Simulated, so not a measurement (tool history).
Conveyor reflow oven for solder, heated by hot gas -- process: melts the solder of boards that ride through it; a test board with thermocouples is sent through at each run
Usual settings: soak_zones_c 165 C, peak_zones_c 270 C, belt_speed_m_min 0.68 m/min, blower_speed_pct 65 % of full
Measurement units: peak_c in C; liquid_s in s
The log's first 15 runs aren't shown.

run	hour	soak_zones_c	peak_zones_c	belt_speed_m_min	blower_speed_pct	peak_c	liquid_s
16	589.7	165	270	0.629	65	251.1	48
17	635.9	165	270	0.629	65	251.7	47.7
18	672.9	165	270	0.629	65	251.7	47.6
19	727.3	179	259	0.629	84	247.7	51
20	770.5	179	275	0.777	84	256.5	43.9
# hour 782.3: thermocouples of zones 6 and 7 changed
21	808.1	162	258	0.685	52	234.8	27.8
22	851.3	165	270	0.626	55	250.8	46.4
23	895.2	165	270	0.626	55	250.9	46.1
24	930.6	166	285	0.762	85	266.4	45.2
25	960.4	152	262	0.765	89	243.9	32.1
# hour 1003.1: flux residue cleaned out of gas plates and filters
26	1007.6	169	266	0.765	89	252.4	40.5
27	1043.5	169	266	0.765	89	252.8	40.5
28	1085.5	169	266	0.765	89	251.9	40.8
29	1130.5	169	266	0.765	89	252	40.6
30	1186.2	165	277	0.68	58	255.5	45.7

4 ways to go on from here, each from the tool as it stands after run 30. What would each give?
A	1237.6	172	270	0.68	59	?	?
B	1237.6	154	277	0.68	58	?	?
C	1237.6	168	277	0.804	64	?	?
D	1237.6	165	267	0.766	64	?	?

run	peak_c	liquid_s
A	251.1	44.9
B	253.5	41.9
C	252	36.8
D	244.3	33.9
Without the tool's unlogged condition, the same runs would have read:
run	peak_c	liquid_s
A	251.6	44.7
B	254	41.7
C	252.5	36.7
D	244.9	33.9
